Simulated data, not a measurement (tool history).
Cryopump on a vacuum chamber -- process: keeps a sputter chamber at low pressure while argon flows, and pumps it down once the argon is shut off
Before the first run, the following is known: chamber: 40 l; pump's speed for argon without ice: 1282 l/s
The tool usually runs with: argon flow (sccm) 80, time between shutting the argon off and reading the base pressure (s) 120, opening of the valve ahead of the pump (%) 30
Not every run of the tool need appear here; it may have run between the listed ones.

run   hour  argon flow (sccm)  time between shutting the argon off and reading the base pressure (s)  opening of the valve ahead of the pump (%)  pressure while argon flows (Pa)  pressure after the wait (uPa)
  1    0.0                 80                                                                    120                                          30                           0.3706                           2.38
  2   37.0                 80                                                                    120                                          30                           0.3737                           2.37
  3   55.9                 80                                                                    120                                          30                           0.3726                           2.46
  4   81.4                 80                                                                    120                                          30                           0.3765                           2.49
  5  118.8                 80                                                                    241                                          30                           0.3725                           2.27
  6  161.6                 80                                                                    120                                          30                           0.3801                           2.54
  7  194.8                 80                                                                    120                                          30                           0.3772                           2.69
  8  233.7                 80                                                                     80                                          30                           0.3796                           3.00
     258.8  -- pump warmed up, emptied and cooled again
  9  267.3                 80                                                                     80                                          30                           0.3539                           2.54
 10  307.4                 80                                                                     80                                          30                           0.3567                           2.59
 11  337.6                 80                                                                     80                                          30                           0.3536                           2.63
 12  358.0                 80                                                                     80                                          30                           0.3584                           2.62
 13  377.9                 80                                                                     80                                          30                           0.3550                           2.79
 14  416.6                 80                                                                    120                                          30                           0.3563                           2.50
 15  437.5                 80                                                                    120                                          30                           0.3561                           2.52
 16  468.7                 33                                                                    105                                          18                           0.2423                           2.62
 17  496.1                 33                                                                    105                                          18                           0.2450                           2.69
 18  527.6                 33                                                                    105                                          55                           0.0831                           2.68
 19  558.9                129                                                                     36                                          34                           0.5186                           3.90
 20  585.2                 54                                                                    260                                          17                           0.4235                           2.48
 21  611.9                 54                                                                    260                                          38                           0.1947                           2.42
 22  641.9                 72                                                                    260                                          22                           0.4429                           2.50
 23  676.9                159                                                                     32                                          19                           1.1348                           4.21
 24  699.5                 90                                                                     40                                          16                           0.7543                           3.88
 25  736.9                 90                                                                     40                                          16                           0.7573                           3.94
 26  756.3                 90                                                                     40                                          16                           0.7577                           3.97
 27  784.4                 90                                                                     40                                          16                           0.7591                           3.97
 28  819.8                 90                                                                     40                                          16                           0.7568                           4.17
 29  851.5                 44                                                                    208                                          44                           0.1424                           2.88
 30  876.8                 80                                                                     44                                          20                           0.5470                           3.98

Predict each of these 3 candidate next runs independently; none follows another, all start after run 30:
  A  898.8                 82                                                                     55                                          46                                ?                              ?
  B  898.8                 58                                                                     23                                          30                                ?                              ?
  C  898.8                 96                                                                    131                                          38                                ?                              ?

run  pressure while argon flows (Pa)  pressure after the wait (uPa)
  A                           0.2564                           3.79
  B                           0.2689                           5.41
  C                           0.3572                           3.07
What these runs would have given with no unlogged condition in the tool:
run  pressure while argon flows (Pa)  pressure after the wait (uPa)
  A                           0.2359                           1.39
  B                           0.2544                           2.99
  C                           0.3332                           0.72
